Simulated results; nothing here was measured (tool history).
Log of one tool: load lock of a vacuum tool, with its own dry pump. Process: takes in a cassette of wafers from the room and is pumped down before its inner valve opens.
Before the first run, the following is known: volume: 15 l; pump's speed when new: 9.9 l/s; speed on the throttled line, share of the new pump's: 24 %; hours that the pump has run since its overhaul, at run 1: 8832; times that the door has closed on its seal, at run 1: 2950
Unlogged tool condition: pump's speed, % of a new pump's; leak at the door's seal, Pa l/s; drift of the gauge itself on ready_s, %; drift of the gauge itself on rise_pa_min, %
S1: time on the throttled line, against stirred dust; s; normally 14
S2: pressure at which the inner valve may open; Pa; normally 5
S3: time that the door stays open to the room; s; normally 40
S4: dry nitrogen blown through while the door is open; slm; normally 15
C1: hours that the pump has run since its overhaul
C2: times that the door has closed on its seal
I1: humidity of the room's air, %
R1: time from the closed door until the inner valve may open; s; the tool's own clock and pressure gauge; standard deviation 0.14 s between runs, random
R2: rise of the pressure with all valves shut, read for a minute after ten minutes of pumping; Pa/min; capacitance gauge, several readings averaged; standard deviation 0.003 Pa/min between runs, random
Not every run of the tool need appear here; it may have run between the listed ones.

run	hour	S1	S2	S3	S4	C1	C2	I1	R1	R2
1	0	14	5	40	15	8832	2950	47.7	27.1	0.054
2	180.8	14	5	40	15	9013	3204	44.4	27.3	0.062
3	503.4	14	5	40	15	9336	3657	46	27.1	0.062
4	784.8	14	5	40	15	9617	4052	42.6	27.4	0.067
5	1068.9	14	5	40	15	9901	4452	41.4	27.2	0.074
6	1294.7	14	5	40	15	10127	4769	43.1	27.3	0.074
7	1463.2	14	5	40	15	10295	5006	45.5	27.5	0.085
8	1773.7	14	5	40	15	10606	5442	45.1	27.2	0.086
# hour 1798.1: dry pump taken out, an overhauled one fitted
9	2064.5	14	5	40	15	266	5842	44.5	25.6	0.091
10	2424.5	18	5	40	15	626	6348	44.1	28.7	0.098
11	2629.9	14	5	40	44	832	6636	42.6	26	0.093
12	2815.6	14	5	40	44	1018	6897	45.6	26.1	0.098
13	3013.1	14	5	40	15	1215	7175	44.2	26	0.115
14	3232.3	14	5	40	15	1434	7483	44.1	26.1	0.118
15	3457.4	14	5	40	15	1659	7799	47	26	0.122
16	3816.8	14	5	32	15	2019	8304	43.2	25.9	0.131
17	4114.2	14	5	32	15	2316	8722	47.1	26	0.142
18	4321.6	7	5	89	15	2524	9013	45.5	20.6	0.169
19	4527	12	8	92	6	2729	9302	44.3	23.8	0.178
20	4704.1	12	8	33	32	2906	9551	46	23.6	0.143
21	4943.6	14	7	60	26	3146	9887	42.5	25.8	0.167
22	5283.8	23	5	110	9	3486	10365	43.8	32.9	0.198
23	5558.4	23	5	110	9	3760	10751	42.8	33.1	0.208
24	5757.6	23	5	110	9	3960	11031	47.1	33.1	0.212
25	6008.7	23	5	110	9	4211	11384	42.4	33	0.222
26	6360.6	23	9	224	38	4563	11878	45.2	32.4	0.225
27	6609.7	26	6	76	15	4812	12228	44.8	34.8	0.225

Measured result minus the same run's result without the hidden state. Both carry the same run-to-run variation, though not necessarily the same gauge scatter:
run	R1	R2
1	+1.2	+0.028
2	+1.3	+0.031
3	+1.3	+0.036
4	+1.4	+0.042
5	+1.4	+0.046
6	+1.4	+0.05
7	+1.5	+0.053
8	+1.5	+0.059
9	-0.1	+0.064
10	+0	+0.072
11	+0.1	+0.077
12	+0.1	+0.08
13	+0.1	+0.084
14	+0.1	+0.09
15	+0.2	+0.095
16	+0.2	+0.107
17	+0.2	+0.115
18	+0.3	+0.119
19	+0.3	+0.124
20	+0.3	+0.127
21	+0.4	+0.136
22	+0.3	+0.144
23	+0.4	+0.153
24	+0.4	+0.156
25	+0.4	+0.166
26	+0.4	+0.178
27	+0.4	+0.185

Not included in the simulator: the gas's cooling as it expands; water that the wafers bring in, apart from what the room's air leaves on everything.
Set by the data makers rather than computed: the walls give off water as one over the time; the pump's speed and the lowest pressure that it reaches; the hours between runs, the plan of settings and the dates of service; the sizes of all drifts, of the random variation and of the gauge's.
